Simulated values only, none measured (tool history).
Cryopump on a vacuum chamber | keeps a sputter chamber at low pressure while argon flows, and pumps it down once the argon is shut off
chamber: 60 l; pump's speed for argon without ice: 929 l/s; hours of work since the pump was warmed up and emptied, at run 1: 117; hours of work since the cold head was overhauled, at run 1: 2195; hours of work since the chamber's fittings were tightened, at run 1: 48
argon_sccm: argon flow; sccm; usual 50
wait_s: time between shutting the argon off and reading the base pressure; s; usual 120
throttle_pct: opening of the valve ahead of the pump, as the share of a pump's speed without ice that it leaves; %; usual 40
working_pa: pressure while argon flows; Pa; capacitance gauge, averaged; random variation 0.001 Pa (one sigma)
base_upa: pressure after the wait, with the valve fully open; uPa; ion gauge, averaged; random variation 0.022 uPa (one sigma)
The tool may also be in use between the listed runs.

run	day	argon_sccm	wait_s	throttle_pct	hours of work since the pump was warmed up and emptied	hours of work since the cold head was overhauled	hours of work since the chamber's fittings were tightened	working_pa	base_upa
1	0.000	50	120	40	117	2195	48	0.2366	0.72
2	2.254	50	120	40	141	2219	73	0.2393	0.71
3	5.029	50	120	40	171	2249	102	0.2413	0.72
4	9.321	50	120	40	217	2295	149	0.2462	0.79
5	12.967	50	120	40	256	2334	188	0.2462	0.80
6	16.712	50	120	40	297	2374	228	0.2518	0.83
# day 18.392: pump warmed up, emptied and cooled again
7	21.725	50	120	40	36	2426	280	0.2323	0.73
8	24.512	50	120	40	66	2456	310	0.2364	0.75
9	29.521	50	120	40	120	2510	364	0.2402	0.79
10	31.712	50	120	40	143	2534	387	0.2388	0.78
11	33.996	50	120	40	168	2558	412	0.2401	0.85
12	38.529	50	120	40	217	2607	461	0.2456	0.85
13	41.679	50	120	40	251	2641	494	0.2469	0.87
14	44.758	50	120	40	284	2674	528	0.2519	0.92
# day 47.567: pump warmed up, emptied and cooled again
15	47.567	50	120	40	0	2702	556	0.2290	0.79
16	49.808	50	120	27	24	2726	580	0.3425	0.80
17	52.550	50	120	40	54	2756	609	0.2349	0.82
18	55.104	50	189	45	81	2783	637	0.2113	0.76
19	58.838	50	88	34	121	2823	677	0.2771	0.98
20	63.196	50	88	34	168	2870	724	0.2809	1.03
21	67.475	50	88	34	214	2916	770	0.2846	1.07
22	70.521	50	159	40	247	2949	803	0.2470	0.94
23	73.188	50	78	38	276	2978	831	0.2606	1.17
# day 76.721: pump warmed up, emptied and cooled again
24	77.654	81	26	19	10	3023	877	0.7795	1.91
25	80.988	70	120	26	46	3059	913	0.4977	0.94
26	84.846	44	66	40	87	3101	954	0.2087	1.26
27	87.421	42	120	33	115	3128	982	0.2421	1.01
28	90.558	33	120	45	149	3162	1016	0.1422	1.03
29	92.950	34	215	52	175	3188	1042	0.1288	0.98
30	97.400	34	215	52	222	3236	1089	0.1319	1.03
31	101.379	69	23	52	265	3279	1132	0.2737	2.33
32	105.012	64	22	35	304	3318	1171	0.3672	2.46
# day 105.917: pump warmed up, emptied and cooled again
33	109.492	60	81	38	38	3364	1217	0.2939	1.15

Forecast each of these 4 alternatives for the next run:
A	111.888	49	273	38	64	3389	1243	?	?
B	111.888	50	50	40	64	3389	1243	?	?
C	111.888	60	268	38	64	3389	1243	?	?
D	111.888	78	285	38	64	3389	1243	?	?

run	working_pa	base_upa
A	0.2414	0.91
B	0.2346	1.44
C	0.2965	0.95
D	0.3816	0.96
Without the tool's hidden state the same runs would have given:
run	working_pa	base_upa
A	0.2349	0.44
B	0.2280	0.98
C	0.2885	0.48
D	0.3714	0.50
